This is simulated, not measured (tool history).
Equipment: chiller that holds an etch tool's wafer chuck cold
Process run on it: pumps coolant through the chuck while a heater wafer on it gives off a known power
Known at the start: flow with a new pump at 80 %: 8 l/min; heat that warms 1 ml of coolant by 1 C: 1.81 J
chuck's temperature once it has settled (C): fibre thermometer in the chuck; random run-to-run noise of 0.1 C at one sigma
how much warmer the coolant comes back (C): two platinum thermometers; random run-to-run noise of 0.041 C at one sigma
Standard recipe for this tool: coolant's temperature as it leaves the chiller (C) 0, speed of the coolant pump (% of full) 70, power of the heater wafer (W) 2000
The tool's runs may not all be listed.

run,day,coolant's temperature as it leaves the chiller (C),speed of the coolant pump (% of full),power of the heater wafer (W),chuck's temperature once it has settled (C),how much warmer the coolant comes back (C)
1,0,0,70,2000,18.7,9.82
2,5.429,0,70,2000,18.8,9.79
3,9.45,0,70,2000,18.7,9.81
4,12.3,0,70,2000,18.9,9.81
5,17.617,0,70,2000,18.9,9.87
6,23.296,0,70,2000,17.8,9.89
7,26.217,0,70,2000,17.8,9.94
8,30.083,-7,70,2000,10.7,9.93
9,35.617,-7,70,2000,10.9,9.98
10,39.367,0,70,1287,11.6,6.35
11,42.042,2,70,2000,20,10.04
12,47.608,2,70,2000,20.2,9.92
13,50.942,2,70,2000,20,10.01
14,54.2,5,70,2000,23.2,10.03
15,59.462,0,70,2000,18.3,10.08
16,63.421,0,70,2000,18.3,10.06
17,67.921,0,89,2670,20.6,10.79
18,70.942,-5,76,2640,17.7,12.3
19,75.521,0,79,2000,16.7,9.07
20,79.338,0,79,2000,17.1,9.05
21,81.658,-5,79,2000,12.1,9.09
22,86.129,-5,79,2000,12.2,9.08
23,91.2,0,78,2000,17.4,9.22
24,96.3,0,70,1222,11.5,6.29
25,100.483,6,80,2414,26.6,10.85
26,104.129,9,98,2045,23.9,7.56
27,107.954,4,93,2178,20.5,8.55
28,112.038,-6,86,2589,15.1,10.84
29,117.425,6,90,2000,21.6,8.15
30,120.433,9,63,2000,29.5,11.47
31,122.933,-2,70,2000,17,10.43

Not shown here: 3 entries made in the log between runs. Locate each between two listed runs and compare the hidden state at the listed run before it with the hidden state at the listed run after it:
Between runs 5 and 6: coolant changed, channels flushed (day 21.212)
  heat passed by the chuck's channels, % of clean ones': 89.8 -> 99.3; flow at a given pump speed, % of a new pump's: 95.4 -> 95.2
  measured result minus the result with no hidden state, chuck's temperature once it has settled (C): +1.9 -> +0.6; how much warmer the coolant comes back (C): +0.45 -> +0.47
Between runs 14 and 15: chiller's thermometer calibrated (day 54.717)
  heat passed by the chuck's channels, % of clean ones': 97.8 -> 97.6; flow at a given pump speed, % of a new pump's: 93.8 -> 93.6; coolant's true temperature over the reading, C: -0.13 -> -0.18
  measured result minus the result with no hidden state, chuck's temperature once it has settled (C): +1 -> +1; how much warmer the coolant comes back (C): +0.62 -> +0.65
Between runs 19 and 20: chiller's thermometer calibrated, once more (day 79.338)
  heat passed by the chuck's channels, % of clean ones': 96.8 -> 96.6; flow at a given pump speed, % of a new pump's: 92.8 -> 92.6; coolant's true temperature over the reading, C: -0.2 -> -0.03
  measured result minus the result with no hidden state, chuck's temperature once it has settled (C): +1.1 -> +1.3; how much warmer the coolant comes back (C): +0.65 -> +0.67
